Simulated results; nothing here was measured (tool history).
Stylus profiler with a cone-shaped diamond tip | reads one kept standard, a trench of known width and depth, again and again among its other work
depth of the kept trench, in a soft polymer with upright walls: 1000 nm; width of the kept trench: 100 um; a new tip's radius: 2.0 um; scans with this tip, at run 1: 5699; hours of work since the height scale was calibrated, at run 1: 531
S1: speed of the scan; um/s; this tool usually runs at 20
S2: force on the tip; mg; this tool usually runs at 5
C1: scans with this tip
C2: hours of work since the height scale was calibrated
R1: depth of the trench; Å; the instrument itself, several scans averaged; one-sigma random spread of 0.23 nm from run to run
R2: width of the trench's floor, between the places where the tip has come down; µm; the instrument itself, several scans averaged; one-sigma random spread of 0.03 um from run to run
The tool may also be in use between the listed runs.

run	hour	S1	S2	C1	C2	R1	R2
1	0	20	5	5699	531	10284.2	95.32
2	12	20	5	5755	536	10283.9	95.33
3	24.4	11	5	5812	541	10280.4	95.34
4	40.5	43	5	5886	548	10283.2	95.29
5	53.3	43	2.08	5946	554	10163.6	95.17
6	66.3	43	2.08	6006	559	10169	95.19
7	76.2	43	2.08	6051	564	10168.5	95.16
8	85.7	20	3.55	6095	568	10231.1	95.26
9	93.3	20	3.55	6130	571	10231	95.24
10	101.5	20	3.55	6168	575	10231.2	95.16
11	110.3	20	5	6209	578	10282.2	95.23
12	119.4	20	6.92	6251	582	10349.9	95.25
13	132.6	8	5	6312	588	10284	95.19
14	146.2	8	5	6374	594	10284.6	95.19
15	158.8	8	2.22	6433	599	10173.1	95.2
# hour 160.5: height scale calibrated on a step standard
16	174.2	8	2.22	6501	6	10179.9	95.19
17	186.3	8	2.22	6557	11	10179.7	95.2
18	195.2	8	2.22	6598	15	10180.4	95.23
19	203.4	54	5	6636	18	10290.8	95.16
# hour 209.1: height scale calibrated on a step standard, once more
20	220.1	8	2.68	6711	5	10166.6	95.19
21	233.2	7	4.14	6771	10	10222.1	95.14
22	241.2	7	4.14	6808	14	10224.9	95.15
23	250	75	9.89	6849	18	10404.7	95.1
24	263.5	15	5	6911	23	10259.1	95.14
25	271.3	15	2.55	6947	27	10165.9	95.11
26	283.4	15	9.92	7003	32	10412.4	95.11
27	293.9	32	2.9	7051	36	10175	95.04
28	303.9	24	3.8	7098	41	10216.9	95.07
29	311.4	13	2.62	7132	44	10165.5	95.07
30	320.4	26	14.58	7174	48	10530.9	95.05
31	331.3	26	14.58	7224	53	10533.5	95.06
32	339.4	59	2.12	7261	56	10144.6	94.9
33	353	59	2.12	7324	62	10144.9	94.93
34	363.4	51	7.82	7372	66	10347.8	94.98
35	372.4	19	6.73	7413	70	10321.3	95.02
36	379.6	29	5	7447	73	10259.1	94.99
37	387	21	4.41	7481	76	10242	95.01
38	396.1	20	5.74	7523	80	10287	95.06

What if the next run were any one of these 3? Each begins from the tool's condition after run 38:
A	410.5	47	6.79	7589	87	?	?
B	410.5	27	2.83	7589	87	?	?
C	410.5	9	5.74	7589	87	?	?

run	R1	R2
A	10317	94.9
B	10173.4	94.93
C	10287.9	94.98
Stripped of hidden state, with their random variation kept, the same runs would have yielded:
run	R1	R2
A	10319.2	96.41
B	10175.5	96.44
C	10290.1	96.49

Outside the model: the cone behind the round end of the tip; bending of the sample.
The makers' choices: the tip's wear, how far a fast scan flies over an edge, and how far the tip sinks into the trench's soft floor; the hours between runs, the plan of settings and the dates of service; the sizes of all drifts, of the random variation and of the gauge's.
